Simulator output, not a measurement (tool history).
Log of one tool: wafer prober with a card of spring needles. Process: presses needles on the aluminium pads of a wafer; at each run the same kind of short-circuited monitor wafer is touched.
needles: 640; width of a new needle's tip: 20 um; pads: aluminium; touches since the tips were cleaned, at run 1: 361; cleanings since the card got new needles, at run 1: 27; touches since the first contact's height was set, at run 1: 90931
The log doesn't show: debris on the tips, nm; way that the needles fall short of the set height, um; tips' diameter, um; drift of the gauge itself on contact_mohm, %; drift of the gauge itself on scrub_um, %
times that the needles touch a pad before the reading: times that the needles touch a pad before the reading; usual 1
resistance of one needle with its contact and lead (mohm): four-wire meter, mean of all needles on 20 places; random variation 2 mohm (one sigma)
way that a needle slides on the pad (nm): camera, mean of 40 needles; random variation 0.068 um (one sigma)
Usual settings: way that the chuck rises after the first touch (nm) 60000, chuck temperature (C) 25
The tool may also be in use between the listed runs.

run,hour,way that the chuck rises after the first touch (nm),chuck temperature (C),times that the needles touch a pad before the reading,touches since the tips were cleaned,cleanings since the card got new needles,touches since the first contact's height was set,resistance of one needle with its contact and lead (mohm),way that a needle slides on the pad (nm)
1,0,60000,25,1,361,27,90931,240,12050
# hour 6.5: tips cleaned on abrasive film
2,6.8,60000,25,1,135,28,93626,234,11920
# hour 13.8: tips cleaned on abrasive film
3,14.1,60000,25,1,98,29,96474,224,11850
# hour 21.2: tips cleaned on abrasive film
4,21.3,60000,25,1,77,30,99348,228,11960
5,27.9,60000,25,1,2713,30,101984,298,11980
# hour 28.9: tips cleaned on abrasive film
# hour 36.1: tips cleaned on abrasive film
6,37.4,60000,25,1,500,32,105676,244,12050
# hour 43.7: tips cleaned on abrasive film
7,44.4,60000,25,1,270,33,108429,230,11840
# hour 51.6: tips cleaned on abrasive film
8,53.5,60000,25,1,770,34,112039,254,12010
# hour 58.8: tips cleaned on abrasive film
9,61.4,60000,25,1,1017,35,115164,263,11970
# hour 66.1: tips cleaned on abrasive film
10,69.2,45000,25,1,1219,36,118243,329,8850
# hour 73.8: tips cleaned on abrasive film
11,75.4,60000,25,1,640,37,120677,254,11840
# hour 81: tips cleaned on abrasive film
12,84.6,60000,25,2,1427,38,124321,259,11920
# hour 88.4: tips cleaned on abrasive film
13,91.3,60000,25,2,1166,39,126955,247,11900
# hour 95.9: tips cleaned on abrasive film
14,96.7,60000,50,1,351,40,129103,248,11850
# hour 103.1: tips cleaned on abrasive film
15,105,60000,97,1,766,41,132375,272,11810
# hour 110.6: tips cleaned on abrasive film
16,113.7,46000,25,1,1244,42,135819,322,8950
# hour 117.9: tips cleaned on abrasive film
17,120.9,46000,25,1,1216,43,138664,335,8970
# hour 125.2: tips cleaned on abrasive film
18,130,47000,64,2,1898,44,142230,316,9060
# hour 133.1: tips cleaned on abrasive film
# hour 133.4: height of the first contact set anew
19,139.2,60000,38,1,2329,45,2329,294,12220
# hour 140.6: tips cleaned on abrasive film
20,146.9,62000,38,3,2500,46,5366,244,12740
# hour 148.1: tips cleaned on abrasive film
21,153.7,60000,29,3,2218,47,8032,242,12240
# hour 155.7: tips cleaned on abrasive film
22,161.9,54000,26,3,2494,48,11291,254,10920
# hour 163.4: tips cleaned on abrasive film
# hour 170.8: tips cleaned on abrasive film
23,171.2,76000,88,2,123,50,14909,233,15510
# hour 178.3: tips cleaned on abrasive film
24,180.4,63000,64,1,834,51,18570,257,12840
# hour 185.6: tips cleaned on abrasive film
25,187.6,45000,25,1,781,52,21399,307,9110
# hour 193.3: tips cleaned on abrasive film
26,194.5,45000,25,1,480,53,24123,283,9070
# hour 200.8: tips cleaned on abrasive film
27,203.7,69000,113,1,1137,54,27759,272,13970
# hour 208.5: tips cleaned on abrasive film
28,209.2,69000,113,1,277,55,29944,248,14050
# hour 216: tips cleaned on abrasive film
29,217.3,45000,25,3,497,56,33114,253,9040
30,222.1,45000,25,3,2449,56,35066,279,9100
# hour 223.6: tips cleaned on abrasive film
31,227.8,67000,37,2,1714,57,37305,248,13580
# hour 230.8: tips cleaned on abrasive film
32,231.7,53000,25,1,390,58,38820,258,10730

Some steps in resistance of one needle with its contact and lead (mohm) between neighbouring runs. How much of each would the tool show without its hidden state too (settings, what came in, random variation), and how much is left for the hidden state, with any gauge scatter that isn't in both results?
Run 4 -> 5: no setting changed, nothing entered. resistance of one needle with its contact and lead (mohm) +70: hidden state +70, all else +0.
Run 9 -> 10: way that the chuck rises after the first touch (nm) 60000 -> 45000, tips cleaned on abrasive film. resistance of one needle with its contact and lead (mohm) +66: hidden state +52, all else +14.
Run 10 -> 11: way that the chuck rises after the first touch (nm) 45000 -> 60000, tips cleaned on abrasive film. resistance of one needle with its contact and lead (mohm) -75: hidden state -59, all else -16.
Run 15 -> 16: way that the chuck rises after the first touch (nm) 60000 -> 46000, chuck temperature (C) 97 -> 25, tips cleaned on abrasive film. resistance of one needle with its contact and lead (mohm) +50: hidden state +60, all else -10.
